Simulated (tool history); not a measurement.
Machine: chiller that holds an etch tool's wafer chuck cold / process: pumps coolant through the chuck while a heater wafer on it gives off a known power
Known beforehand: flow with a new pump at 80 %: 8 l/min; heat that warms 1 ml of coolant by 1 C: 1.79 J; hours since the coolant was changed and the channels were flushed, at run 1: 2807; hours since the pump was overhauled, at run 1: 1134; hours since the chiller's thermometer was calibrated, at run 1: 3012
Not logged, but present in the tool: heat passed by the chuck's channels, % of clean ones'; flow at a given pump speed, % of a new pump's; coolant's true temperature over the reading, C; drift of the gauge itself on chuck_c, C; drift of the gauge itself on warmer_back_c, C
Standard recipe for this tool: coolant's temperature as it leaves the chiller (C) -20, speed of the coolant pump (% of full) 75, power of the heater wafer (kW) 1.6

run    hour  coolant's temperature as it leaves the chiller (C)  speed of the coolant pump (% of full)  power of the heater wafer (kW)  hours since the coolant was changed and the channels were flushed  hours since the pump was overhauled  hours since the chiller's thermometer was calibrated  chuck's temperature once it has settled (C)  how much warmer the coolant comes back (C)
  1       0                                                 -20                                     75                             1.6                                                               2807                                 1134                                                  3012                                          0.3                                        7.44
        125  -- coolant changed, channels flushed
  2     154                                                 -20                                     75                           1.926                                                                 29                                 1282                                                  3160                                          1.5                                        8.84
  3   266.1                                                 -20                                     75                           1.926                                                                141                                 1394                                                  3272                                          1.7                                        8.82
  4   345.3                                                 -20                                     75                           1.753                                                                220                                 1474                                                  3351                                         -0.2                                        8.15
  5   471.9                                                 -20                                     75                             1.6                                                                347                                 1600                                                  3478                                         -1.9                                        7.48
  6   537.6                                                 -20                                     75                             1.6                                                                413                                 1666                                                  3543                                           -2                                        7.43
  7   622.9                                                 -20                                     99                             1.6                                                                498                                 1751                                                  3629                                         -4.7                                        5.67
  8     693                                                 -25                                     75                           1.901                                                                568                                 1821                                                  3699                                         -3.1                                        8.88
  9   821.1                                                 -17                                     75                           1.949                                                                696                                 1949                                                  3827                                          5.6                                        9.17
 10   969.2                                                 -20                                     75                            0.87                                                                844                                 2098                                                  3975                                        -10.2                                        4.04
 11  1072.9                                                 -20                                     61                             1.6                                                                948                                 2201                                                  4079                                          1.5                                        9.39
 12  1150.3                                                 -27                                     92                             1.6                                                               1025                                 2279                                                  4156                                        -10.7                                        6.16
 13  1248.6                                                 -27                                     92                             1.6                                                               1124                                 2377                                                  4254                                        -10.5                                        6.16
 14  1373.6                                                 -15                                     61                           0.845                                                               1249                                 2502                                                  4379                                         -3.6                                        4.96

Branching from run 14: 5 alternative next runs. What would each branch give?
  A  1523.3                                                 -23                                     77                           0.923                                                               1398                                 2652                                                  4529                                            ?                                           ?
  B  1523.3                                                 -18                                     99                           0.815                                                               1398                                 2652                                                  4529                                            ?                                           ?
  C  1523.3                                                 -25                                     71                           2.352                                                               1398                                 2652                                                  4529                                            ?                                           ?
  D  1523.3                                                 -26                                     72                           1.807                                                               1398                                 2652                                                  4529                                            ?                                           ?
  E  1523.3                                                 -15                                     81                           0.845                                                               1398                                 2652                                                  4529                                            ?                                           ?

run  chuck's temperature once it has settled (C)  how much warmer the coolant comes back (C)
  A                                        -12.3                                        4.36
  B                                        -10.2                                        2.97
  C                                          4.2                                       11.89
  D                                         -3.8                                        8.99
  E                                         -5.5                                        3.74
The same runs, with their run-to-run variation unchanged, on a tool lacking any hidden condition would have given:
run  chuck's temperature once it has settled (C)  how much warmer the coolant comes back (C)
  A                                          -13                                        4.08
  B                                        -10.5                                        2.77
  C                                          1.8                                        11.1
  D                                         -5.5                                        8.39
  E                                           -6                                         3.5
